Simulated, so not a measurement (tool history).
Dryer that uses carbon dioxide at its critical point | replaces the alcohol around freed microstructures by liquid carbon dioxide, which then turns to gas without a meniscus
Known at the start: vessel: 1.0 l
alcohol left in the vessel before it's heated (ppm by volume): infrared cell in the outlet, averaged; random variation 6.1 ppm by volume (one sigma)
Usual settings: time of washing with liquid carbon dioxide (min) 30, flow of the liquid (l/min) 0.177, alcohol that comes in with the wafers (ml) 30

run     day  time of washing with liquid carbon dioxide (min)  flow of the liquid (l/min)  alcohol that comes in with the wafers (ml)  alcohol left in the vessel before it's heated (ppm by volume)
  1       0                                                30                       0.177                                          30                                                            423
  2   0.412                                                30                       0.177                                          30                                                            424
  3   0.738                                                30                       0.177                                          25                                                            358
  4    1.05                                                30                       0.177                                          25                                                            362
  5   1.588                                                30                       0.177                                          25                                                            349
  6   2.042                                                30                       0.177                                          30                                                            407
  7    2.45                                                30                       0.177                                          30                                                            430
  8   2.817                                                30                       0.177                                          30                                                            421
  9   3.354                                                30                       0.177                                          30                                                            428
 10   3.783                                                30                       0.177                                          30                                                            446
 11   4.358                                                30                       0.177                                          30                                                            421
 12   4.833                                                30                       0.177                                          43                                                            630
 13   5.221                                                30                       0.177                                          43                                                            615
 14   5.629                                                30                       0.177                                          43                                                            617
 15   6.104                                                30                       0.177                                          43                                                            610
 16   6.517                                                30                       0.177                                          43                                                            624
 17   6.888                                                30                       0.177                                          43                                                            625
 18   7.462                                                30                       0.142                                          30                                                           1002
 19   7.929                                                30                       0.142                                          30                                                           1008
 20   8.571                                                30                       0.177                                          30                                                            448
 21   9.042                                                30                       0.177                                          30                                                            451
 22   9.404                                                20                       0.177                                          30                                                           1769
 23   9.867                                                20                       0.177                                          30                                                           1808
 24  10.358                                                20                       0.177                                          30                                                           1819
 25  10.688                                                30                       0.139                                          30                                                           1110
 26  11.208                                                30                       0.139                                          30                                                           1108
 27  11.525                                                22                       0.139                                          26                                                           2389
 28  12.183                                                18                        0.12                                         108                                                          19605
 29  12.458                                                22                       0.177                                          83                                                           3749
 30  12.729                                                22                       0.177                                          83                                                           3836
 31  13.029                                                22                       0.177                                          20                                                            934
 32  13.496                                                22                       0.177                                          20                                                            943
 33  13.988                                                37                       0.175                                          50                                                            337
 34  14.596                                                41                       0.238                                          50                                                             49
 35  14.862                                                30                       0.198                                          29                                                            291
 36  15.471                                                30                       0.198                                          90                                                            834
 37  15.838                                                27                       0.261                                          28                                                            139
 38   16.45                                                27                       0.261                                          63                                                            282
 39  17.096                                                18                       0.156                                          42                                                           4617
 40  17.708                                                39                       0.211                                          97                                                            188
 41  18.079                                                34                       0.177                                          50                                                            471
 42   18.45                                                34                       0.177                                          50                                                            467
 43  19.058                                                34                       0.177                                          50                                                            474
 44  19.521                                                34                       0.177                                          50                                                            490
 45  19.983                                                30                       0.199                                          30                                                            316
 46  20.288                                                30                       0.199                                          30                                                            307

5 ways to go on from here, each from the tool as it stands after run 46. What would each give?
     20.379  -- inlet filter changed
  A  20.688                                                42                       0.199                                          26                                                              ?
     20.379  -- inlet filter changed
  B  20.688                                                30                       0.177                                          90                                                              ?
     20.379  -- inlet filter changed
  C  20.688                                                45                       0.256                                          79                                                              ?
     20.379  -- inlet filter changed
  D  20.688                                                21                       0.177                                          30                                                              ?
     20.379  -- inlet filter changed
  E  20.688                                                33                       0.177                                          30                                                              ?

run  alcohol left in the vessel before it's heated (ppm by volume)
  A                                                             51
  B                                                            720
  C                                                             52
  D                                                           1018
  E                                                            179
Without the tool's hidden state the same runs would have given:
run  alcohol left in the vessel before it's heated (ppm by volume)
  A                                                             14
  B                                                            669
  C                                                             14
  D                                                            968
  E                                                            138
